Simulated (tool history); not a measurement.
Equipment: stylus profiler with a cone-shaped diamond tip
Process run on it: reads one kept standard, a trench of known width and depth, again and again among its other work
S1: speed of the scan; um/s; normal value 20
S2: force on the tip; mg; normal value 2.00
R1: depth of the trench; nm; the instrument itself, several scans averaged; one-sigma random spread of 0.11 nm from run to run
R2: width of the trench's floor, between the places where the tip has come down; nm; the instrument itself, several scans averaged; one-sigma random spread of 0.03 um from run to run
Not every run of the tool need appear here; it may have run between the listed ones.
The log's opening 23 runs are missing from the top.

run 24 hour=854.7 | S1=22 S2=2.00 | R1=202.51 R2=47970
run 25 hour=895.5 | S1=25 S2=1.81 | R1=202.17 R2=47930
run 26 hour=928.9 | S1=67 S2=2.25 | R1=202.44 R2=47680
run 27 hour=962.1 | S1=67 S2=2.25 | R1=202.59 R2=47660
run 28 hour=1006.0 | S1=67 S2=2.25 | R1=202.43 R2=47680
run 29 hour=1033.2 | S1=19 S2=2.20 | R1=202.24 R2=47930
run 30 hour=1065.6 | S1=19 S2=2.20 | R1=202.63 R2=47890
run 31 hour=1108.8 | S1=19 S2=2.20 | R1=202.53 R2=47900
run 32 hour=1163.2 | S1=19 S2=5.13 | R1=204.24 R2=47940
run 33 hour=1198.5 | S1=42 S2=0.71 | R1=201.42 R2=47520
run 34 hour=1237.1 | S1=42 S2=0.71 | R1=201.43 R2=47520
run 35 hour=1268.9 | S1=27 S2=1.39 | R1=201.85 R2=47760
run 36 hour=1308.6 | S1=33 S2=2.00 | R1=202.70 R2=47710
run 37 hour=1337.7 | S1=80 S2=2.57 | R1=202.80 R2=47520
run 38 hour=1380.7 | S1=80 S2=2.57 | R1=203.02 R2=47420
run 39 hour=1426.1 | S1=41 S2=4.75 | R1=204.07 R2=47630
run 40 hour=1466.7 | S1=41 S2=4.75 | R1=204.22 R2=47740
run 41 hour=1518.1 | S1=7 S2=4.14 | R1=203.96 R2=47850
run 42 hour=1563.9 | S1=7 S2=4.14 | R1=204.06 R2=47840
run 43 hour=1598.0 | S1=54 S2=2.00 | R1=202.65 R2=47410
run 44 hour=1651.2 | S1=54 S2=3.94 | R1=203.94 R2=47540
run 45 hour=1681.9 | S1=54 S2=3.94 | R1=204.13 R2=47570
run 46 hour=1704.1 | S1=21 S2=1.82 | R1=202.68 R2=47620
run 47 hour=1735.7 | S1=21 S2=0.74 | R1=201.65 R2=47520

What if the next run were any one of these 3? Each begins from the tool's condition after run 47:
run A hour=1777.8 | S1=13 S2=1.05 | R1=? R2=?
run B hour=1777.8 | S1=6 S2=2.10 | R1=? R2=?
run C hour=1777.8 | S1=48 S2=2.22 | R1=? R2=?

run=A R1=201.88 R2=47650
run=B R1=203.00 R2=47740
run=C R1=202.95 R2=47440
Without the tool's hidden state the same runs would have given:
run=A R1=201.20 R2=48130
run=B R1=202.32 R2=48220
run=C R1=202.27 R2=47930

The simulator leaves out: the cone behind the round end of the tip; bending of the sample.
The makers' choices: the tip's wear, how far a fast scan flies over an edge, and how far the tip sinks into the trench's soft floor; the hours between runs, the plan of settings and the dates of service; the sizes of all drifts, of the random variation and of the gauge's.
